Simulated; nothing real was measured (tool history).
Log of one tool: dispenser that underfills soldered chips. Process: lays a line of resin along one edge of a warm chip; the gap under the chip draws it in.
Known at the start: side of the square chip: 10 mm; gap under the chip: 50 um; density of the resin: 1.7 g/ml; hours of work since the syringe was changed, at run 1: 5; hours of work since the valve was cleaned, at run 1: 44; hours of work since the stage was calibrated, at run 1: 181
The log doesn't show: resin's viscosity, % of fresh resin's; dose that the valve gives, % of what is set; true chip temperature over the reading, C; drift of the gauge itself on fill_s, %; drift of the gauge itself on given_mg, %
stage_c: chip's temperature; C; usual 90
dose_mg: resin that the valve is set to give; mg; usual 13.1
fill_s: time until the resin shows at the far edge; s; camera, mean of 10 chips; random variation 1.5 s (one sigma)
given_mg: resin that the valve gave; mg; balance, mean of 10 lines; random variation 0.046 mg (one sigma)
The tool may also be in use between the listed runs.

run    day  stage_c  dose_mg  hours of work since the syringe was changed  hours of work since the valve was cleaned  hours of work since the stage was calibrated  fill_s  given_mg
  1      0       90     13.1                                            5                                         44                                           181   202.4     12.74
     0.217  -- new syringe of resin
  2  0.262       90     13.1                                            1                                         47                                           185   152.4     12.79
  3    0.6      103     13.1                                            6                                         53                                           190     132     12.72
     0.758  -- new syringe of resin
  4  0.867      103     13.1                                            2                                         57                                           194    90.7     12.72
  5  1.029      103     13.1                                            4                                         59                                           196     109     12.63
  6  1.233       90     16.1                                            7                                         62                                           200   244.3     15.51
     1.312  -- new syringe of resin
  7  1.396      101     13.1                                            1                                         65                                           202    97.1     12.62
  8  1.692      101     13.1                                            6                                         69                                           207   136.7     12.63
     1.862  -- new syringe of resin
  9  1.862       86     13.1                                            0                                         72                                           209   162.2     12.55
 10  2.179       86     13.9                                            5                                         77                                           214   253.4     13.29
     2.404  -- new syringe of resin
 11  2.462       86     13.9                                            1                                         81                                           218   180.5     13.26
 12  2.721       86     13.9                                            5                                         85                                           222     255     13.24
     2.967  -- new syringe of resin
 13  2.983       86     13.9                                            0                                         89                                           226   170.2     13.09
 14  3.296       93     13.1                                            5                                         94                                           231   186.4     12.31
     3.504  -- new syringe of resin
 15  3.588       93     13.1                                            1                                         98                                           235   137.5     12.31
 16  3.783       93     13.1                                            4                                        101                                           239   171.6     12.21
 17  3.975       90     13.1                                            7                                        104                                           241   249.1     12.24
     4.067  -- new syringe of resin
 18  4.317       90     13.1                                            4                                        109                                           247   193.1     12.26
     4.588  -- dispensing valve cleaned and set on the balance
     4.654  -- new syringe of resin
 19  4.692      102     11.1                                            1                                          1                                           252    88.6     11.17
 20  5.004       93     13.9                                            5                                          6                                           257   187.7     13.93
     5.196  -- new syringe of resin
 21  5.321       81     12.5                                            2                                         11                                           261   248.5     12.41
 22  5.638       81     12.5                                            7                                         16                                           266   370.1     12.38
      5.75  -- new syringe of resin
 23  5.975       81     12.5                                            3                                         21                                           271   281.5     12.36
 24  6.175       81     12.5                                            7                                         24                                           274   363.8      12.3
     6.288  -- new syringe of resin
 25  6.342       81     12.5                                            1                                         27                                           277   228.5     12.35
 26  6.562       77     16.9                                            4                                         30                                           280   352.3     16.66
 27  6.717       94     15.1                                            7                                         32                                           283   193.5     14.82
     6.829  -- new syringe of resin
 28  6.929       89     13.1                                            2                                         36                                           286   167.9     12.84
 29  7.092       89     13.8                                            4                                         38                                           288   200.8     13.43
     7.379  -- new syringe of resin
 30  7.421       89     13.8                                            1                                         43                                           293   157.2     13.45
 31  7.721       95     16.8                                            5                                         48                                           298   168.8     16.33
     7.938  -- new syringe of resin
 32  8.046       94     13.2                                            2                                         53                                           303   130.8     12.75
 33    8.4       81     13.6                                            7                                         58                                           308   375.8     13.16
     8.488  -- new syringe of resin
 34  8.612       88     12.5                                            2                                         61                                           312   173.5     12.05
 35  8.858       88     12.5                                            6                                         65                                           315   239.1     12.05
     9.025  -- new syringe of resin
 36  9.096       76     11.2                                            1                                         69                                           319   302.7     10.76

Forecast each of these 3 alternatives for the next run:
  A  9.312       95     13.1                                            4                                         72                                           322       ?         ?
  B  9.312       82     16.5                                            4                                         72                                           322       ?         ?
  C  9.312      104     11.9                                            4                                         72                                           322       ?         ?

run  fill_s  given_mg
  A   154.2     12.58
  B   282.9     15.82
  C   107.9     11.42
Without the tool's hidden state the same runs would have given:
run  fill_s  given_mg
  A   110.8     13.13
  B   205.1     16.52
  C    77.1     11.92
